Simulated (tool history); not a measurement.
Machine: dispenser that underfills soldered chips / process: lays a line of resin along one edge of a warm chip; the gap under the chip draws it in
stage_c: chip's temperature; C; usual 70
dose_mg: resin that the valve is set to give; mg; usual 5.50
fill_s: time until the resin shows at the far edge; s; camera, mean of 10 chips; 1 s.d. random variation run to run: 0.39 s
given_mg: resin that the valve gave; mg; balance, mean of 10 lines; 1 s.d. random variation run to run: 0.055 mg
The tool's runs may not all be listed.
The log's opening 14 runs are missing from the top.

run     day  stage_c  dose_mg  fill_s  given_mg
      3.838  -- new syringe of resin
 15   4.133       74     6.26    27.2      6.04
 16   4.354       74     6.26    30.8      6.15
      4.454  -- new syringe of resin
 17   4.612       74     6.26    24.8      6.10
 18   5.000       74     6.26    31.2      6.01
      5.067  -- new syringe of resin
 19   5.250       82     5.50    20.1      5.26
      5.671  -- new syringe of resin
 20   5.679       68     6.48    27.7      6.09
 21   5.917       60     7.18    43.5      6.81
      6.300  -- new syringe of resin
 22   6.325       60     5.40    38.6      5.06
 23   6.604       62     5.40    42.1      5.04
      6.908  -- new syringe of resin
 24   7.046       62     5.40    39.9      4.97
 25   7.375       62     5.40    47.6      4.95
      7.512  -- new syringe of resin
 26   7.650       62     5.40    39.8      4.84
 27   8.029       64     5.50    46.3      4.93
      8.112  -- new syringe of resin
 28   8.317       64     5.50    37.0      5.01
      8.725  -- new syringe of resin
 29   8.758       64     5.50    33.4      4.91
      8.888  -- dispensing valve cleaned and set on the balance
 30   9.038       80     5.64    21.9      5.61
      9.371  -- new syringe of resin
 31   9.467       85     6.20    16.6      6.09
 32   9.667       58     5.50    50.2      5.43
 33   9.900       72     5.45    34.9      5.33
      9.979  -- new syringe of resin
 34  10.229       72     5.45    28.8      5.30
     10.600  -- new syringe of resin
 35  10.608       75     5.61    22.7      5.42
 36  11.008       68     5.42    36.7      5.22
     11.204  -- new syringe of resin
 37  11.338       68     5.42    30.9      5.23

What if the next run were any one of these 3? Each begins from the tool's condition after run 37:
  A  11.767       68     7.08       ?         ?
  B  11.767       68     5.08       ?         ?
  C  11.767       74     5.50       ?         ?

run  fill_s  given_mg
  A    38.1      6.72
  B    41.1      4.73
  C    32.6      5.18
Had the tool no hidden state, the same runs would have come out as:
run  fill_s  given_mg
  A    26.5      7.06
  B    28.3      4.98
  C    22.6      5.44
